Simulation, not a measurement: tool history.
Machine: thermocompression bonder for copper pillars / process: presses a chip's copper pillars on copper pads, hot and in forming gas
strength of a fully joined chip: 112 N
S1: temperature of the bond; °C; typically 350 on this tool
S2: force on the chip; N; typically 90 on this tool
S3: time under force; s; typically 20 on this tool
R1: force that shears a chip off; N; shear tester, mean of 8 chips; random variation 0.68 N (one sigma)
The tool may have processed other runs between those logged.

run 1 day=0.000 | S1=350 S2=90 S3=20 | R1=60.8
run 2 day=0.375 | S1=350 S2=90 S3=20 | R1=61.5
run 3 day=0.750 | S1=350 S2=90 S3=20 | R1=62.0
run 4 day=1.379 | S1=350 S2=90 S3=20 | R1=60.5
run 5 day=1.792 | S1=350 S2=90 S3=32 | R1=70.6
run 6 day=2.262 | S1=350 S2=90 S3=32 | R1=71.0
run 7 day=2.542 | S1=350 S2=90 S3=32 | R1=71.0
run 8 day=3.129 | S1=350 S2=90 S3=20 | R1=60.8
run 9 day=3.608 | S1=350 S2=90 S3=20 | R1=61.4
run 10 day=4.104 | S1=350 S2=90 S3=20 | R1=60.6
run 11 day=4.654 | S1=350 S2=90 S3=20 | R1=60.4
run 12 day=5.017 | S1=350 S2=90 S3=20 | R1=60.3
run 13 day=5.383 | S1=350 S2=123 S3=20 | R1=71.8
run 14 day=5.938 | S1=350 S2=56 S3=24 | R1=49.6
run 15 day=6.346 | S1=350 S2=113 S3=45 | R1=84.8
run 16 day=6.942 | S1=367 S2=70 S3=27 | R1=65.4
run 17 day=7.325 | S1=367 S2=70 S3=27 | R1=65.3
run 18 day=7.638 | S1=367 S2=70 S3=27 | R1=65.2
run 19 day=8.192 | S1=339 S2=127 S3=27 | R1=73.0
run 20 day=8.808 | S1=321 S2=69 S3=32 | R1=50.7
run 21 day=9.429 | S1=352 S2=64 S3=13 | R1=42.4
run 22 day=9.733 | S1=352 S2=64 S3=13 | R1=43.3
run 23 day=10.058 | S1=356 S2=87 S3=58 | R1=82.2
run 24 day=10.454 | S1=356 S2=87 S3=58 | R1=82.4
run 25 day=11.004 | S1=350 S2=73 S3=20 | R1=54.5

What does the tool deliver on the next run?
run 26 day=11.496 | S1=351 S2=90 S3=53 | R1=?

R1: 80.0 N
Take away the tool's hidden state, keep the run-to-run variation as it was, and the same run would have given R1 80.5 N.
